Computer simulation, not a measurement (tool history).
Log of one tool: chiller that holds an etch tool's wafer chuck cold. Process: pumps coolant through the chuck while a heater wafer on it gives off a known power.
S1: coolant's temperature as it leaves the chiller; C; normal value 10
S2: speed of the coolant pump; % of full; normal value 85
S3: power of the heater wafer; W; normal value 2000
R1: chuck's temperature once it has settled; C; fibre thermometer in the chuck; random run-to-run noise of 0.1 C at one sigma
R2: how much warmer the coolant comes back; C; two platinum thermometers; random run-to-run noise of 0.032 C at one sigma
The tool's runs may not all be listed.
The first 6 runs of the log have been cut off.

run    hour  S1  S2    S3    R1    R2
  7   974.9  10  85  2000  24.9  4.37
  8  1067.5  10  85  2000  24.9  4.42
  9  1173.2  10  85  2000  25.1  4.43
 10  1271.3  10  85  2000  25.1  4.43
 11  1387.9  10  71  2000  27.0  5.45
 12  1537.1  10  85  2000  25.4  4.45
 13  1713.4   6  85  2000  21.5  4.43
 14  1867.5   6  85  2000  21.7  4.57
 15  1964.2   6  85  2000  21.8  4.54
 16  2130.5   6  85  2000  21.9  4.62
 17  2236.3  10  85  1112  19.0  2.58
 18  2407.4  10  77  1025  18.9  2.60
 19  2589.6  10  85  1652  23.5  3.77
 20  2693.6   9  85  1652  22.8  3.84
 21  2836.5   9  85  1652  22.7  3.92
     2853.9  -- coolant changed, channels flushed
 22  2927.6   9  76  2190  24.7  5.79
 23  3114.5  12  79  2275  28.4  5.77
 24  3307.9   2  94  1101   9.3  2.31
 25  3442.6  19  94  1905  31.4  4.03
 26  3628.7   3  85  1057  10.5  2.50
 27  3716.3   6  81  1132  14.4  2.86
 28  3884.3   1  91  1141   8.7  2.56
 29  3976.0  16  60  1160  26.4  4.18
 30  4080.8  16  60  1160  26.5  4.18
 31  4162.7   3  67  1160  12.7  3.67

Forecast each of these 5 alternatives for the next run:
  A  4296.3  10  85  2701   ?   ?
  B  4296.3  19  72  1406   ?   ?
  C  4296.3   8  87  1089   ?   ?
  D  4296.3   3  67  1342   ?   ?
  E  4296.3  10  83  2000   ?   ?

run    R1    R2
  A  29.4  6.65
  B  30.3  4.16
  C  16.0  2.52
  D  14.4  4.31
  E  24.7  5.02
With no hidden state in the tool, these same runs would have given:
run    R1    R2
  A  26.6  5.62
  B  28.6  3.52
  C  14.7  2.11
  D  12.6  3.64
  E  22.6  4.24
